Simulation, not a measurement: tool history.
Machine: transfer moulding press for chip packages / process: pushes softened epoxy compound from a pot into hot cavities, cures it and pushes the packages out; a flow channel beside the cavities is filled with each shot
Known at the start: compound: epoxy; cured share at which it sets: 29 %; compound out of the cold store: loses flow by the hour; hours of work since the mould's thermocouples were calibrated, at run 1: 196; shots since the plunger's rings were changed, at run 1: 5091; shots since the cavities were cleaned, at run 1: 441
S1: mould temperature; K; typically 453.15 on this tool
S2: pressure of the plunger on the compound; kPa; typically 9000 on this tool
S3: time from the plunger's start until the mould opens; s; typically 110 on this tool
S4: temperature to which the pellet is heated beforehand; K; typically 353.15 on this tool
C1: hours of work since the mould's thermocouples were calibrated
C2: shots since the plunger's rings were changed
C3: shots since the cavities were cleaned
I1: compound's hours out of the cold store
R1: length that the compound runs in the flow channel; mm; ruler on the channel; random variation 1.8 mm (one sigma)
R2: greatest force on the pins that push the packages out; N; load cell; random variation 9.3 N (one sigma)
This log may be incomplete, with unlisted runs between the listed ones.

run,hour,S1,S2,S3,S4,C1,C2,C3,I1,R1,R2
1,0,453.15,9000,110,353.15,196,5091,441,46.2,568,685
# hour 8.4: cavities cleaned with cleaning compound and waxed
2,8.9,453.15,9000,110,353.15,200,5160,5,24.9,649,906
3,14.5,453.15,9000,110,355.15,203,5211,56,9.4,709,934
4,20,453.15,9000,110,355.15,206,5263,108,26.1,636,909
# hour 24.2: cavities cleaned with cleaning compound and waxed, once more
5,28,453.15,9000,110,355.15,209,5324,36,13.9,686,483
6,37.5,453.15,9000,110,355.15,215,5413,125,40.4,580,547
7,43.7,453.15,9000,110,355.15,218,5470,182,11.1,698,596
8,52,453.15,9000,110,353.15,222,5548,260,45.7,566,613
9,61.5,453.15,7990,110,353.15,228,5636,348,12.9,650,675
10,66.1,453.15,8670,142,344.15,230,5680,392,18.8,655,588
11,73.3,453.15,8670,142,344.15,234,5746,458,12.2,680,629
12,77.7,460.15,7120,133,353.15,236,5787,499,21.2,567,619
# hour 80.1: cavities cleaned with cleaning compound and waxed
13,86.3,459.15,7120,133,360.15,240,5854,59,40.4,506,397
14,93,459.15,8220,133,361.15,244,5916,121,33.6,564,431
15,101.6,456.15,9000,110,353.15,249,5997,202,15,669,552
16,108.4,453.15,7380,110,352.15,252,6060,265,24.3,581,643
# hour 115.9: plunger's sealing rings changed
17,119.5,452.15,9200,124,358.15,257,33,345,27.2,673,619

Here are 5 independent what-if runs from the current tool condition. What would each one return?
A,127.7,457.15,9080,116,358.15,262,110,422,19.5,?,?
B,127.7,452.15,8610,142,357.15,262,110,422,21.6,?,?
C,127.7,455.15,9200,124,358.15,262,110,422,32.4,?,?
D,127.7,461.15,9020,146,353.15,262,110,422,34.5,?,?
E,127.7,460.15,6880,118,353.15,262,110,422,12.4,?,?

run,R1,R2
A,691,636
B,678,610
C,646,611
D,617,559
E,617,602
Without the tool's unlogged condition, the same runs would have read:
run,R1,R2
A,694,383
B,681,367
C,650,365
D,620,330
E,620,359
